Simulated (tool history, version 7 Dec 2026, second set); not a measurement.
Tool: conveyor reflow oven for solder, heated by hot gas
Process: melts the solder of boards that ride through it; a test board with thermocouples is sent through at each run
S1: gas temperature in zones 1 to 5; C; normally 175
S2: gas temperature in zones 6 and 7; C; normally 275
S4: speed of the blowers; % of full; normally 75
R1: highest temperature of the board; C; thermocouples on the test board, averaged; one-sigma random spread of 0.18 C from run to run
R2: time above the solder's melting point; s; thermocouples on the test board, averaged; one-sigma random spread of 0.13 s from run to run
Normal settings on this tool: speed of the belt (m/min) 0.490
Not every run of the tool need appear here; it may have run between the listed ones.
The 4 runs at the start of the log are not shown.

run 5 hour=48.7 | S1=186 S2=281 speed_of_the_belt_(m/min)=0.490 S4=75 | R1=266.5 R2=79.4
run 6 hour=64.7 | S1=186 S2=281 speed_of_the_belt_(m/min)=0.490 S4=75 | R1=266.7 R2=79.3
run 7 hour=75.9 | S1=186 S2=281 speed_of_the_belt_(m/min)=0.490 S4=75 | R1=266.9 R2=79.1
run 8 hour=85.4 | S1=175 S2=275 speed_of_the_belt_(m/min)=0.490 S4=75 | R1=259.4 R2=70.6
run 9 hour=92.5 | S1=175 S2=275 speed_of_the_belt_(m/min)=0.504 S4=75 | R1=258.5 R2=67.4
run 10 hour=100.1 | S1=175 S2=270 speed_of_the_belt_(m/min)=0.504 S4=75 | R1=253.7 R2=64.7
run 11 hour=107.3 | S1=175 S2=270 speed_of_the_belt_(m/min)=0.504 S4=75 | R1=253.5 R2=64.4
run 12 hour=115.8 | S1=175 S2=270 speed_of_the_belt_(m/min)=0.504 S4=75 | R1=253.8 R2=64.3
run 13 hour=128.3 | S1=175 S2=275 speed_of_the_belt_(m/min)=0.490 S4=75 | R1=259.0 R2=70.2
run 14 hour=143.1 | S1=175 S2=275 speed_of_the_belt_(m/min)=0.490 S4=78 | R1=259.7 R2=70.5
run 15 hour=158.5 | S1=175 S2=275 speed_of_the_belt_(m/min)=0.490 S4=75 | R1=259.5 R2=69.9
run 16 hour=166.7 | S1=175 S2=264 speed_of_the_belt_(m/min)=0.490 S4=70 | R1=248.6 R2=62.1
run 17 hour=182.9 | S1=189 S2=264 speed_of_the_belt_(m/min)=0.555 S4=72 | R1=247.6 R2=58.9
run 18 hour=194.8 | S1=189 S2=264 speed_of_the_belt_(m/min)=0.555 S4=72 | R1=247.6 R2=58.7
run 19 hour=207.0 | S1=170 S2=278 speed_of_the_belt_(m/min)=0.555 S4=72 | R1=255.6 R2=56.9
run 20 hour=221.4 | S1=175 S2=289 speed_of_the_belt_(m/min)=0.448 S4=75 | R1=274.4 R2=86.5
run 21 hour=234.8 | S1=187 S2=277 speed_of_the_belt_(m/min)=0.508 S4=75 | R1=261.7 R2=74.1

What does the tool deliver on the next run?
-- hour=241.1 flux residue cleaned out of gas plates and filters
run 22 hour=254.3 | S1=187 S2=267 speed_of_the_belt_(m/min)=0.508 S4=75 | R1=? R2=?

Run 22 measured R1 252.2 C, R2 67.8 s.
With the hidden condition absent and the run-to-run variation left alone, this run would have shown R1 254.3 C, R2 69.5 s.
